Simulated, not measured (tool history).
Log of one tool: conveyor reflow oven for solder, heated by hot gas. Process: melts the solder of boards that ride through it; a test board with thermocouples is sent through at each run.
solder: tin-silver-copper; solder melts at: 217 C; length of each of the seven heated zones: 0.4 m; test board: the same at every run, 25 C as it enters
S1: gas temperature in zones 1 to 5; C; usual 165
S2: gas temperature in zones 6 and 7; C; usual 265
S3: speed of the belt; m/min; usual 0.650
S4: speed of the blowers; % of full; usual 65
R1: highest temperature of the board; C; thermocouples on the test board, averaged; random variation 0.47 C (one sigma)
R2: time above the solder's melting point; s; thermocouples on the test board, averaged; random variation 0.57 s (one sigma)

Run 1, hour 0.0: usual settings. Result: R1 247.6 C, R2 50.2 s.
Run 2, hour 8.4: usual settings but S2 272 C. Result: R1 253.9 C, R2 54.1 s.
Run 3, hour 16.0: usual settings but S2 272 C. Result: R1 253.7 C, R2 53.4 s.
Run 4, hour 24.5: usual settings but S2 272 C. Result: R1 254.5 C, R2 53.7 s.
Run 5, hour 30.7: usual settings but S1 164 C, S2 272 C. Result: R1 254.4 C, R2 53.4 s.
Run 6, hour 35.7: usual settings but S3 0.633 m/min. Result: R1 249.0 C, R2 52.1 s.
Run 7, hour 40.2: usual settings but S4 66 % of full. Result: R1 248.2 C, R2 50.5 s.
Run 8, hour 48.5: usual settings but S1 161 C, S4 66 % of full. Result: R1 247.6 C, R2 48.9 s.
Run 9, hour 54.4: usual settings but S2 259 C. Result: R1 243.2 C, R2 44.6 s.
Run 10, hour 61.3: usual settings but S2 259 C. Result: R1 242.8 C, R2 45.3 s.
Run 11, hour 67.6: usual settings. Result: R1 248.1 C, R2 48.4 s.
Run 12, hour 77.5: usual settings but S1 151 C. Result: R1 245.9 C, R2 43.3 s.
Run 13, hour 82.5: usual settings but S1 151 C. Result: R1 245.6 C, R2 43.3 s.
Run 14, hour 87.4: usual settings but S1 151 C. Result: R1 246.1 C, R2 43.4 s.
Run 15, hour 95.0: usual settings but S1 151 C. Result: R1 246.2 C, R2 42.4 s.
Run 16, hour 99.6: usual settings but S2 261 C, S3 0.768 m/min, S4 55 % of full. Result: R1 235.9 C, R2 28.6 s.
Run 17, hour 106.3: usual settings but S1 175 C, S4 56 % of full. Result: R1 247.3 C, R2 51.8 s.
Run 18, hour 116.1: usual settings but S1 155 C, S4 56 % of full. Result: R1 243.6 C, R2 42.0 s.
Run 19, hour 121.1: usual settings but S1 168 C, S2 260 C. Result: R1 244.6 C, R2 48.7 s.
Run 20, hour 125.5: usual settings but S1 168 C, S2 260 C. Result: R1 244.5 C, R2 46.0 s.
Run 21, hour 131.3: usual settings but S1 168 C, S2 260 C. Result: R1 243.8 C, R2 47.7 s.
Run 22, hour 140.2: usual settings but S1 173 C, S2 271 C. Result: R1 254.9 C, R2 56.8 s.
Run 23, hour 148.3: usual settings but S1 150 C, S2 260 C, S3 0.611 m/min, S4 84 % of full. Result: R1 247.5 C, R2 49.7 s.
Run 24, hour 152.8: usual settings but S1 150 C, S2 258 C, S3 0.695 m/min, S4 86 % of full. Result: R1 242.1 C, R2 38.7 s.

The next listed run, before its measurement:
Run 25, hour 161.9: usual settings but S1 167 C, S4 50 % of full. Result: R1 ?, R2 ?.

R1: 243.0 C
R2: 46.2 s
Without the tool's hidden state the same run would have given R1 243.1 C, R2 46.3 s.

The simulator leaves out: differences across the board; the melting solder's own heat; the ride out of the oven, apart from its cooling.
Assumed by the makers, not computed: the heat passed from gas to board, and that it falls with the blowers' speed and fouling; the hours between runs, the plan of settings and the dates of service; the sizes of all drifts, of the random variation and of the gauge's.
